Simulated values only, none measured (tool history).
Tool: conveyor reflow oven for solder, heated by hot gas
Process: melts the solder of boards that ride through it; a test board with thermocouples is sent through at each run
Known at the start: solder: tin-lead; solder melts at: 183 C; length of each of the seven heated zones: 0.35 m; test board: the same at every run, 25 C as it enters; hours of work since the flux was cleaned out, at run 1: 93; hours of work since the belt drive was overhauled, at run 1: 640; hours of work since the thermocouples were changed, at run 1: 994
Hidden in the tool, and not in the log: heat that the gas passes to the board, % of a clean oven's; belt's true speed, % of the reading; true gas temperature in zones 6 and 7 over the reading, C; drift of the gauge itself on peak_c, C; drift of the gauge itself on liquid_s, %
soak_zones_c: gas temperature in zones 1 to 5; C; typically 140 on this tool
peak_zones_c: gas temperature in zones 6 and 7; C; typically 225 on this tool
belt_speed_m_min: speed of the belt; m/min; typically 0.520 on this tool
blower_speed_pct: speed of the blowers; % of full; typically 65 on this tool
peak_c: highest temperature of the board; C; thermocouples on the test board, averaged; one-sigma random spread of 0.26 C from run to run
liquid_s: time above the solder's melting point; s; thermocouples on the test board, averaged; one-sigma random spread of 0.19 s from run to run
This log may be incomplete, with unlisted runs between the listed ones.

run   hour  soak_zones_c  peak_zones_c  belt_speed_m_min  blower_speed_pct  hours of work since the flux was cleaned out  hours of work since the belt drive was overhauled  hours of work since the thermocouples were changed  peak_c  liquid_s
  1    0.0           140           225             0.520                65                                            93                                                640                                                 994   208.7      54.6
  2   25.3           140           225             0.528                65                                           110                                                657                                                1011   208.3      53.0
  3   76.2           140           225             0.528                65                                           143                                                690                                                1044   207.9      53.1
  4  109.7           140           225             0.528                65                                           165                                                712                                                1066   207.4      52.7
     133.1  -- flux residue cleaned out of gas plates and filters
  5  170.9           126           225             0.520                65                                            25                                                748                                                1103   206.3      47.4
  6  195.3           140           225             0.426                65                                            41                                                764                                                1119   212.9      75.0
  7  221.5           140           226             0.426                65                                            58                                                782                                                1136   213.5      75.8
  8  260.8           140           226             0.426                65                                            83                                                807                                                1161   213.6      75.7
  9  312.4           140           226             0.426                65                                           117                                                841                                                1195   213.6      75.3
 10  368.4           134           226             0.470                65                                           154                                                877                                                1232   210.5      61.4
     406.4  -- flux residue cleaned out of gas plates and filters
 11  420.6           134           226             0.565                88                                             9                                                908                                                1262   211.6      52.4
     429.8  -- belt drive overhauled, speed set with a stopwatch
 12  451.3           137           225             0.488                65                                            27                                                 14                                                1280   209.6      60.4
 13  494.5           137           225             0.488                65                                            55                                                 42                                                1308   209.3      60.1
 14  523.0           137           227             0.560                65                                            73                                                 61                                                1327   207.5      48.8
 15  578.5           128           219             0.615                62                                           110                                                 97                                                1363   194.6      25.0

Forecast each of these 5 alternatives for the next run:
     615.0  -- belt drive overhauled, speed set with a stopwatch, once more
  A  633.3           128           219             0.563                56                                           143                                                 12                                                1396       ?         ?
     615.0  -- belt drive overhauled, speed set with a stopwatch, once more
  B  633.3           140           225             0.441                65                                           143                                                 12                                                1396       ?         ?
     615.0  -- belt drive overhauled, speed set with a stopwatch, once more
  C  633.3           140           214             0.520                65                                           143                                                 12                                                1396       ?         ?
     615.0  -- belt drive overhauled, speed set with a stopwatch, once more
  D  633.3           131           225             0.520                66                                           143                                                 12                                                1396       ?         ?
     615.0  -- belt drive overhauled, speed set with a stopwatch, once more
  E  633.3           128           224             0.540                62                                           143                                                 12                                                1396       ?         ?

run  peak_c  liquid_s
  A   193.8      25.3
  B   210.9      68.6
  C   196.8      39.8
  D   205.1      47.2
  E   202.1      39.4
With the hidden condition removed and each run's random variation left untouched, the same runs would have given:
run  peak_c  liquid_s
  A   198.5      32.7
  B   215.8      73.5
  C   201.5      47.0
  D   210.0      52.6
  E   207.1      45.3
